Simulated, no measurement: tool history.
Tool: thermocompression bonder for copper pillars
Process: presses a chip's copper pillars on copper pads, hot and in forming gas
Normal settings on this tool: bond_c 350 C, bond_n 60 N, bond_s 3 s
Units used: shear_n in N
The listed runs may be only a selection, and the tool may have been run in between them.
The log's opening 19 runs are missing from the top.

run,hour,bond_c,bond_n,bond_s,shear_n
20,408.1,350,81,3,78.1
21,426.7,350,60,3,67.1
22,442.8,334,75,3,65.9
23,457.9,350,60,8,85.9
24,471.4,350,60,8,85.3
25,490.1,372,43,2,56.9
26,509.1,350,54,7,78.9
27,529.7,359,47,4,66.6
# hour 552.3: forming gas filter changed
28,552.3,350,36,3,52.7
29,576,371,37,3,64.3
# hour 580.1: force cell calibrated
30,591.4,338,60,4,71.5
31,620,350,61,4,78.2
32,634.2,347,56,2,57.5
33,649.5,347,56,2,58.4
# hour 657: force cell calibrated, once more
34,675.5,347,56,6,79.6
35,689.8,350,54,3,65
36,713.8,360,48,2,57.4
37,738,375,48,2,64.6
38,756,379,40,2,59.5
39,777.7,337,72,2,59.1
40,800.8,342,84,8,94.5
41,828.4,342,84,8,94.5

3 ways to go on from here, each from the tool as it stands after run 41. What would each give?
A,847.6,349,46,3,?
B,847.6,342,84,9,?
C,847.6,354,60,3,?

run,shear_n
A,57.1
B,94.1
C,68.9
With no hidden state in the tool, these same runs would have given:
run,shear_n
A,58.5
B,98.5
C,71.1
